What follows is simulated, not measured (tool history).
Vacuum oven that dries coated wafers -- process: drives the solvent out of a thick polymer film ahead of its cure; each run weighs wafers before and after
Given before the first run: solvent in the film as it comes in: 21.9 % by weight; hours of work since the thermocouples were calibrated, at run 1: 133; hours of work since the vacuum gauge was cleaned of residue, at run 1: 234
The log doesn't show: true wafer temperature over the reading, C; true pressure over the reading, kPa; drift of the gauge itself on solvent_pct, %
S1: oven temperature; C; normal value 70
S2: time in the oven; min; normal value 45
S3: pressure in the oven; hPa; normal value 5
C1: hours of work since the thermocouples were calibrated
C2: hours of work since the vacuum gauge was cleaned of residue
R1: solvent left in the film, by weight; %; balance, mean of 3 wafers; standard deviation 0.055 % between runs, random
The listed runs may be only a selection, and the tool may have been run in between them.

run,day,S1,S2,S3,C1,C2,R1
1,0,70,45,5,133,234,2.39
2,0.525,70,45,5,142,243,2.39
3,0.95,70,45,5,150,251,2.38
4,1.679,70,58,5,163,264,1.52
5,2.279,70,58,5,173,274,1.37
6,2.996,70,45,5,186,287,2.58
7,3.817,70,27,5,200,301,5.2
8,4.458,70,27,5,212,313,5.3
9,4.838,70,44,5,218,319,2.5
10,5.508,76,45,5,230,331,1.13
11,6.25,70,45,3.38,243,344,2.4
12,6.708,70,48,5,251,352,2.16
13,7.183,70,48,5,260,361,2.16
14,7.679,70,68,5,268,369,1.03
15,8.05,70,68,5,275,376,1.09
16,8.588,70,68,5,284,385,1.05
17,9.125,70,68,5,294,395,0.98
18,9.871,70,66,5,307,408,1.08
19,10.538,70,66,5,319,420,1.2
20,10.983,79,36,2.99,327,428,1.24
21,11.379,76,56,4.03,334,435,0.73

Forecast run 22:
22,11.996,59,45,5,345,445,?

Run 22 measured R1 6.56 %.
If the tool had no hidden condition, the same run with the same run-to-run variation would have returned R1 6.25 %.
